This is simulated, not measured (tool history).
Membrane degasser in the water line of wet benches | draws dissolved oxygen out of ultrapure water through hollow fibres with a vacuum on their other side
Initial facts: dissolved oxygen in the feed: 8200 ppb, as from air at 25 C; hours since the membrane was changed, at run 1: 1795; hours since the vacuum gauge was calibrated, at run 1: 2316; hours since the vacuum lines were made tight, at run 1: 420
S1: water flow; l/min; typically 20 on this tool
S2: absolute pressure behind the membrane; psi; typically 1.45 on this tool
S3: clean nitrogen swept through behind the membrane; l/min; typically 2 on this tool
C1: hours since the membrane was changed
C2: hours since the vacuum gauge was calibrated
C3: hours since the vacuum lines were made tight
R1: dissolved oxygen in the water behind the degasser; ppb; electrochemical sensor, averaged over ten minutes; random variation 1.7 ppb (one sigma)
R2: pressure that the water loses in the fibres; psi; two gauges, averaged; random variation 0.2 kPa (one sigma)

run 1 hour=0 | S1=20 S2=1.45 S3=2 | C1=1795 C2=2316 C3=420 | R1=172.7 R2=6.505
run 2 hour=25.6 | S1=26 S2=1.45 S3=2 | C1=1821 C2=2342 C3=446 | R1=235.8 R2=8.528
run 3 hour=51.9 | S1=26 S2=1.45 S3=2 | C1=1847 C2=2368 C3=472 | R1=237.8 R2=8.543
run 4 hour=78.4 | S1=26 S2=1.45 S3=2 | C1=1873 C2=2395 C3=499 | R1=238.2 R2=8.508
run 5 hour=119.5 | S1=20 S2=1.54 S3=2 | C1=1915 C2=2436 C3=540 | R1=187.6 R2=6.58
run 6 hour=138.8 | S1=20 S2=1.54 S3=2 | C1=1934 C2=2455 C3=559 | R1=187.6 R2=6.589
run 7 hour=167.4 | S1=20 S2=1.45 S3=2 | C1=1962 C2=2484 C3=588 | R1=173.2 R2=6.55
run 8 hour=197.7 | S1=20 S2=1.45 S3=2 | C1=1993 C2=2514 C3=618 | R1=174.6 R2=6.554
run 9 hour=226 | S1=20 S2=1.45 S3=2 | C1=2021 C2=2542 C3=646 | R1=172.5 R2=6.562
run 10 hour=246.2 | S1=20 S2=1.45 S3=2 | C1=2041 C2=2562 C3=667 | R1=175.4 R2=6.546
run 11 hour=284.4 | S1=20 S2=1.45 S3=2 | C1=2079 C2=2601 C3=705 | R1=174.7 R2=6.618
run 12 hour=316.2 | S1=20 S2=1.45 S3=2 | C1=2111 C2=2633 C3=737 | R1=175.2 R2=6.592
run 13 hour=342.4 | S1=20 S2=1.45 S3=2 | C1=2137 C2=2659 C3=763 | R1=173.3 R2=6.534
run 14 hour=368.2 | S1=20 S2=1.45 S3=2 | C1=2163 C2=2685 C3=789 | R1=170.6 R2=6.58
-- hour=373 vacuum gauge calibrated
run 15 hour=408.7 | S1=20 S2=1.45 S3=2 | C1=2203 C2=36 C3=829 | R1=173.5 R2=6.572
run 16 hour=454.4 | S1=20 S2=1.45 S3=2 | C1=2249 C2=81 C3=874 | R1=174.7 R2=6.551
run 17 hour=477.9 | S1=20 S2=1.16 S3=1.21 | C1=2272 C2=105 C3=898 | R1=195.4 R2=6.56
run 18 hour=497.9 | S1=21 S2=2.28 S3=1.09 | C1=2292 C2=125 C3=918 | R1=528.7 R2=6.926
run 19 hour=531.9 | S1=20 S2=1.97 S3=5.78 | C1=2326 C2=159 C3=952 | R1=101.1 R2=6.54
run 20 hour=554.1 | S1=20 S2=1.97 S3=5.78 | C1=2349 C2=181 C3=974 | R1=101.3 R2=6.58
run 21 hour=579.2 | S1=20 S2=1.32 S3=5.78 | C1=2374 C2=206 C3=999 | R1=64.7 R2=6.643
-- hour=592 vacuum gauge calibrated, once more
run 22 hour=606.5 | S1=15 S2=1.45 S3=1.16 | C1=2401 C2=14 C3=1026 | R1=204.1 R2=4.953
run 23 hour=630.1 | S1=15 S2=1.45 S3=1.16 | C1=2424 C2=38 C3=1050 | R1=202.1 R2=4.956
run 24 hour=651.2 | S1=13 S2=1.45 S3=3.97 | C1=2445 C2=59 C3=1071 | R1=56.1 R2=4.247
run 25 hour=686.4 | S1=13 S2=1.45 S3=3.97 | C1=2480 C2=94 C3=1106 | R1=57 R2=4.244
run 26 hour=711.2 | S1=13 S2=1.45 S3=3.97 | C1=2505 C2=119 C3=1131 | R1=55.5 R2=4.311
run 27 hour=744.1 | S1=13 S2=1.45 S3=3.97 | C1=2538 C2=152 C3=1164 | R1=56.2 R2=4.258
run 28 hour=767.4 | S1=13 S2=2.64 S3=2.24 | C1=2561 C2=175 C3=1187 | R1=204 R2=4.28
run 29 hour=794.3 | S1=13 S2=2.64 S3=2.24 | C1=2588 C2=202 C3=1214 | R1=209.4 R2=4.299
run 30 hour=816.6 | S1=20 S2=1.83 S3=0.83 | C1=2611 C2=225 C3=1236 | R1=490.9 R2=6.582
run 31 hour=851.2 | S1=20 S2=1.17 S3=2.87 | C1=2645 C2=259 C3=1271 | R1=95.5 R2=6.588
run 32 hour=893.3 | S1=20 S2=1.45 S3=0.84 | C1=2687 C2=301 C3=1313 | R1=357.6 R2=6.583

3 ways to go on from here, each from the tool as it stands after run 32. What would each give?
run A hour=933.7 | S1=15 S2=1.84 S3=4.65 | C1=2728 C2=342 C3=1353 | R1=? R2=?
run B hour=933.7 | S1=18 S2=0.96 S3=2.14 | C1=2728 C2=342 C3=1353 | R1=? R2=?
run C hour=933.7 | S1=31 S2=2.42 S3=1.78 | C1=2728 C2=342 C3=1353 | R1=? R2=?

run=A R1=78.1 R2=4.925
run=B R1=76.5 R2=5.96
run=C R1=553.1 R2=10.274
With no hidden state in the tool, these same runs would have given:
run=A R1=77.6 R2=4.824
run=B R1=75.6 R2=5.839
run=C R1=548 R2=10.064
